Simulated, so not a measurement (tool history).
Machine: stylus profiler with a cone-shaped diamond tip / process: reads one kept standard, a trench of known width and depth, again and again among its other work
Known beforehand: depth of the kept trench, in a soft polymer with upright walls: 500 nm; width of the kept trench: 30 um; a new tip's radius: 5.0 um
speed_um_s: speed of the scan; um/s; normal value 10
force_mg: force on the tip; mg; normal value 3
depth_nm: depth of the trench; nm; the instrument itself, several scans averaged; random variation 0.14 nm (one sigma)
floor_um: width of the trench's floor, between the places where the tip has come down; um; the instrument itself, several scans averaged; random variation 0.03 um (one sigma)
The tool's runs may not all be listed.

Run 1, day 0: usual settings. Result: depth_nm 508.92 nm, floor_um 24.84 um.
Run 2, day 3.325: usual settings. Result: depth_nm 509.21 nm, floor_um 24.7 um.
Run 3, day 6.808: usual settings. Result: depth_nm 509.06 nm, floor_um 24.6 um.
Run 4, day 10.396: usual settings but force_mg 7.18 mg. Result: depth_nm 516.25 nm, floor_um 24.4 um.
Run 5, day 13.667: usual settings but force_mg 6.03 mg. Result: depth_nm 514.64 nm, floor_um 24.22 um.
Run 6, day 16.196: usual settings but force_mg 6.03 mg. Result: depth_nm 514.87 nm, floor_um 24.17 um.
Run 7, day 20.921: usual settings. Result: depth_nm 509.51 nm, floor_um 23.93 um.
Run 8, day 24.288: usual settings but speed_um_s 20 um/s. Result: depth_nm 509.7 nm, floor_um 23.84 um.
Run 9, day 29.033: usual settings but speed_um_s 20 um/s, force_mg 1.67 mg. Result: depth_nm 507.06 nm, floor_um 23.65 um.
Run 10, day 33.925: usual settings. Result: depth_nm 510 nm, floor_um 23.55 um.
At day 39.292: new tip fitted, height scale calibrated.
Run 11, day 39.292: usual settings. Result: depth_nm 508.68 nm, floor_um 25.65 um.
Run 12, day 43.575: usual settings. Result: depth_nm 508.51 nm, floor_um 25.39 um.
Run 13, day 48.608: usual settings but speed_um_s 2 um/s. Result: depth_nm 508.65 nm, floor_um 25.23 um.
Run 14, day 52.546: usual settings but speed_um_s 2 um/s. Result: depth_nm 508.91 nm, floor_um 25.08 um.
Run 15, day 56.533: usual settings but speed_um_s 2 um/s. Result: depth_nm 509.03 nm, floor_um 24.86 um.
Run 16, day 61.721: usual settings but force_mg 2.19 mg. Result: depth_nm 507.64 nm, floor_um 24.69 um.
Run 17, day 64.304: usual settings but force_mg 7.02 mg. Result: depth_nm 516.01 nm, floor_um 24.57 um.
Run 18, day 67.212: usual settings but force_mg 5.19 mg. Result: depth_nm 513.11 nm, floor_um 24.5 um.
Run 19, day 70.312: usual settings but force_mg 5.19 mg. Result: depth_nm 513.35 nm, floor_um 24.28 um.
Run 20, day 73.1: usual settings but force_mg 5.19 mg. Result: depth_nm 513.2 nm, floor_um 24.16 um.
Run 21, day 77.596: usual settings but speed_um_s 20 um/s. Result: depth_nm 509.47 nm, floor_um 23.95 um.
Run 22, day 80.483: usual settings but speed_um_s 20 um/s. Result: depth_nm 509.75 nm, floor_um 23.9 um.
Run 23, day 83.958: usual settings but speed_um_s 20 um/s, force_mg 7.5 mg. Result: depth_nm 516.86 nm, floor_um 23.83 um.
Run 24, day 89.362: usual settings but speed_um_s 20 um/s, force_mg 7.5 mg. Result: depth_nm 517.04 nm, floor_um 23.58 um.
Run 25, day 93.658: usual settings but speed_um_s 15 um/s, force_mg 2.24 mg. Result: depth_nm 508.08 nm, floor_um 23.4 um.
At day 95.783: new tip fitted, height scale calibrated.
Run 26, day 97.088: usual settings but speed_um_s 15 um/s, force_mg 2.24 mg. Result: depth_nm 506.82 nm, floor_um 25.36 um.
Run 27, day 99.312: usual settings but speed_um_s 15 um/s, force_mg 2.24 mg. Result: depth_nm 507.06 nm, floor_um 25.29 um.
Run 28, day 104.162: usual settings but speed_um_s 15 um/s, force_mg 2.24 mg. Result: depth_nm 507.17 nm, floor_um 25.1 um.
Run 29, day 107.979: usual settings but speed_um_s 15 um/s, force_mg 5.54 mg. Result: depth_nm 512.99 nm, floor_um 24.95 um.
Run 30, day 113.025: usual settings but force_mg 1.35 mg. Result: depth_nm 504.95 nm, floor_um 24.71 um.
Run 31, day 118.138: usual settings but speed_um_s 35 um/s, force_mg 1.95 mg. Result: depth_nm 506.68 nm, floor_um 24.28 um.
Run 32, day 121.758: usual settings but speed_um_s 35 um/s, force_mg 1.95 mg. Result: depth_nm 506.7 nm, floor_um 24.2 um.
Run 33, day 125.392: usual settings but speed_um_s 35 um/s, force_mg 6.8 mg. Result: depth_nm 515.53 nm, floor_um 24.22 um.
Run 34, day 129.033: usual settings but speed_um_s 25 um/s, force_mg 5.5 mg. Result: depth_nm 513.46 nm, floor_um 24.06 um.
Run 35, day 131.896: usual settings but speed_um_s 25 um/s, force_mg 5.5 mg. Result: depth_nm 513.24 nm, floor_um 23.9 um.
Run 36, day 135.708: usual settings but speed_um_s 25 um/s, force_mg 1.45 mg. Result: depth_nm 505.69 nm, floor_um 23.73 um.
Run 37, day 140.454: usual settings but speed_um_s 25 um/s, force_mg 1.45 mg. Result: depth_nm 505.87 nm, floor_um 23.51 um.
Run 38, day 142.625: usual settings but speed_um_s 25 um/s, force_mg 1.45 mg. Result: depth_nm 505.99 nm, floor_um 23.42 um.

What does the tool deliver on the next run?
Run 39, day 146.304: usual settings but speed_um_s 19 um/s. Result: depth_nm ?, floor_um ?.

{"run 39": {"depth_nm": 509.45, "floor_um": 23.38}}
Were there no unlogged condition in the tool, this run, its random variation unchanged, would have produced depth_nm 508.61 nm, floor_um 25.53 um.
